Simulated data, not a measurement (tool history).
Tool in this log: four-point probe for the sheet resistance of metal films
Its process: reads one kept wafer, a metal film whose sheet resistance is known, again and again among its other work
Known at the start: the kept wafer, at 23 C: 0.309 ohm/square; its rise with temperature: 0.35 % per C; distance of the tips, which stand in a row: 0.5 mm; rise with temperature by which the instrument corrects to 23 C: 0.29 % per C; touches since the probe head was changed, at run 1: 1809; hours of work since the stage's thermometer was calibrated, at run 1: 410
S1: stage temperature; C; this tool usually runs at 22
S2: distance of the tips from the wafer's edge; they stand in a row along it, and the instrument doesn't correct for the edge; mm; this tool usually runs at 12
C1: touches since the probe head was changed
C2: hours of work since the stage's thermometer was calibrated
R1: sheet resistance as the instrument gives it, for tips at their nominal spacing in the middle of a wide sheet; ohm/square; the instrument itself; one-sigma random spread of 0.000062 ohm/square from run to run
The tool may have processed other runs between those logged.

run 1 hour=0.0 | S1=22 S2=12 | C1=1809 C2=410 | R1=0.309033
run 2 hour=9.6 | S1=22 S2=12 | C1=2021 C2=415 | R1=0.309098
run 3 hour=20.2 | S1=22 S2=12 | C1=2256 C2=420 | R1=0.309137
run 4 hour=29.4 | S1=22 S2=12 | C1=2460 C2=425 | R1=0.309136
run 5 hour=44.3 | S1=22 S2=12 | C1=2791 C2=432 | R1=0.309096
run 6 hour=52.4 | S1=22 S2=12 | C1=2969 C2=436 | R1=0.309170
run 7 hour=61.7 | S1=21 S2=12 | C1=3176 C2=440 | R1=0.309013
run 8 hour=73.7 | S1=21 S2=12 | C1=3442 C2=446 | R1=0.308894
run 9 hour=86.8 | S1=21 S2=12 | C1=3732 C2=453 | R1=0.309039
run 10 hour=101.2 | S1=21 S2=12 | C1=4052 C2=460 | R1=0.308935
run 11 hour=110.0 | S1=28 S2=12 | C1=4246 C2=464 | R1=0.310138
run 12 hour=124.8 | S1=28 S2=12 | C1=4574 C2=471 | R1=0.310070
run 13 hour=132.4 | S1=28 S2=12 | C1=4744 C2=475 | R1=0.310016
run 14 hour=144.8 | S1=28 S2=12 | C1=5018 C2=481 | R1=0.310117
run 15 hour=156.4 | S1=21 S2=12 | C1=5276 C2=487 | R1=0.308977
run 16 hour=165.1 | S1=21 S2=12 | C1=5469 C2=491 | R1=0.309072
run 17 hour=176.1 | S1=21 S2=12 | C1=5713 C2=496 | R1=0.308983
run 18 hour=186.2 | S1=21 S2=12 | C1=5936 C2=501 | R1=0.309084
run 19 hour=199.5 | S1=22 S2=12 | C1=6232 C2=508 | R1=0.309264
run 20 hour=206.0 | S1=22 S2=12 | C1=6375 C2=511 | R1=0.309165
run 21 hour=221.6 | S1=22 S2=12 | C1=6721 C2=519 | R1=0.309211
run 22 hour=234.8 | S1=32 S2=12 | C1=7014 C2=525 | R1=0.310761
run 23 hour=243.1 | S1=32 S2=12 | C1=7197 C2=529 | R1=0.310738
-- hour=244.8 stage's thermometer calibrated
run 24 hour=252.8 | S1=28 S2=19 | C1=7401 C2=4 | R1=0.310173
run 25 hour=260.4 | S1=29 S2=4 | C1=7570 C2=8 | R1=0.312642
run 26 hour=273.4 | S1=35 S2=12 | C1=7859 C2=14 | R1=0.311246
run 27 hour=281.1 | S1=35 S2=12 | C1=8028 C2=18 | R1=0.311379
run 28 hour=293.1 | S1=19 S2=8 | C1=8294 C2=24 | R1=0.309156
run 29 hour=302.7 | S1=27 S2=4 | C1=8508 C2=28 | R1=0.312332
-- hour=307.9 stage's thermometer calibrated, once more
run 30 hour=316.6 | S1=24 S2=8 | C1=8806 C2=4 | R1=0.309818
run 31 hour=330.2 | S1=25 S2=7 | C1=9107 C2=11 | R1=0.310179
run 32 hour=341.5 | S1=23 S2=14 | C1=9357 C2=16 | R1=0.309227
run 33 hour=352.6 | S1=33 S2=43 | C1=9602 C2=22 | R1=0.310634
run 34 hour=363.1 | S1=28 S2=12 | C1=9836 C2=27 | R1=0.310166
run 35 hour=372.7 | S1=22 S2=66 | C1=10049 C2=32 | R1=0.308881
run 36 hour=387.1 | S1=22 S2=28 | C1=10367 C2=39 | R1=0.308998
run 37 hour=395.5 | S1=22 S2=23 | C1=10554 C2=43 | R1=0.309026
run 38 hour=403.0 | S1=34 S2=20 | C1=10721 C2=47 | R1=0.310788
run 39 hour=412.4 | S1=29 S2=16 | C1=10928 C2=51 | R1=0.310213
run 40 hour=420.9 | S1=21 S2=33 | C1=11117 C2=55 | R1=0.308812
run 41 hour=429.7 | S1=21 S2=33 | C1=11312 C2=60 | R1=0.308794
run 42 hour=438.7 | S1=26 S2=54 | C1=11513 C2=64 | R1=0.309595
run 43 hour=450.1 | S1=25 S2=34 | C1=11764 C2=70 | R1=0.309416
run 44 hour=461.3 | S1=18 S2=13 | C1=12013 C2=75 | R1=0.308597
run 45 hour=472.9 | S1=27 S2=22 | C1=12271 C2=81 | R1=0.309803

Across each entry between runs, compare the hidden state at the last listed run before it with the hidden state at the first listed run after it:
In the gap between runs 23 and 24: stage's thermometer calibrated (hour 244.8)
  inner tips' distance over the nominal, %: -0.007 -> -0.005; wafer's true temperature over the reading, C: 0.1 -> 0.12
  measured minus no-state result, R1: +0.000083 -> +0.000108 ohm/square
In the gap between runs 29 and 30: stage's thermometer calibrated, once more (hour 307.9)
  inner tips' distance over the nominal, %: 0.002 -> 0.004; tips' flats over new ones', %: 3 -> 4; wafer's true temperature over the reading, C: 0.12 -> 0
  measured minus no-state result, R1: +0.000137 -> +0.000017 ohm/square
